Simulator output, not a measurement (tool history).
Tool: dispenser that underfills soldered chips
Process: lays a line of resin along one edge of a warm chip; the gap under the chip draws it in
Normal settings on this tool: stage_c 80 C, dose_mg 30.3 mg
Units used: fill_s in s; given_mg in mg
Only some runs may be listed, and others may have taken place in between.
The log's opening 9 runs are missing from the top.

run,hour,stage_c,dose_mg,hours of work since the syringe was changed,hours of work since the valve was cleaned,hours of work since the stage was calibrated,fill_s,given_mg
10,38.9,80,30.3,4,32,57,396.3,30.1
# hour 43: new syringe of resin
11,43.9,80,30.3,1,35,61,348.4,29.79
12,46.5,80,33.4,2,37,62,363.8,32.91
13,49.3,80,33.4,4,39,64,396.8,32.88
# hour 53.4: new syringe of resin
14,54.6,90,30.3,1,42,68,234.4,29.49
15,57.9,80,30.3,3,44,70,379.7,29.68
16,61,72,30.3,5,46,72,578.8,29.49
# hour 63.9: new syringe of resin
17,63.9,88,28.7,0,48,74,242.5,28.04
18,66.4,73,35.4,2,50,76,470.6,34.56
19,70.9,74,26.6,5,53,79,522.7,25.82
20,73.6,69,30.6,7,55,81,669.4,29.98
# hour 74.1: new syringe of resin
21,77.4,75,27.8,2,57,83,461.5,27.05
22,82.3,82,29.7,6,61,86,369.1,28.84
# hour 84.6: new syringe of resin
23,85.8,76,31.4,1,63,89,408.1,30.56
24,88.2,76,31.4,2,64,90,435.4,30.28
25,91,76,31.4,4,66,92,455,30.71
# hour 95: new syringe of resin
26,96.8,76,31.4,1,70,96,420,30.37
27,100.5,73,26.8,4,73,98,529.2,25.99
28,103.6,72,26.7,6,75,101,603.8,25.72
# hour 105.4: new syringe of resin
29,107.4,72,26.7,1,77,103,513.8,25.79
30,112.8,81,30.3,5,81,107,372.3,29.2
# hour 115.8: new syringe of resin
31,118.3,94,32.5,2,84,110,193.1,31.01
32,122.6,94,32.5,5,87,113,213.4,31.2

Predict each of these 5 candidate next runs independently; none follows another, all start after run 32:
# hour 126.3: new syringe of resin
A,126.4,78,32.5,0,90,115,?,?
# hour 126.3: new syringe of resin
B,126.4,94,29.1,0,90,115,?,?
# hour 126.3: new syringe of resin
C,126.4,69,26.6,0,90,115,?,?
# hour 126.3: new syringe of resin
D,126.4,95,30.3,0,90,115,?,?
# hour 126.3: new syringe of resin
E,126.4,82,26.6,0,90,115,?,?

run,fill_s,given_mg
A,361.4,30.99
B,192.3,27.89
C,554.1,25.35
D,179.5,28.91
E,314.8,25.25
What these runs would have given with no unlogged condition in the tool:
run,fill_s,given_mg
A,372.3,32.42
B,197,29.18
C,567.7,26.52
D,184.1,30.25
E,321.8,26.43
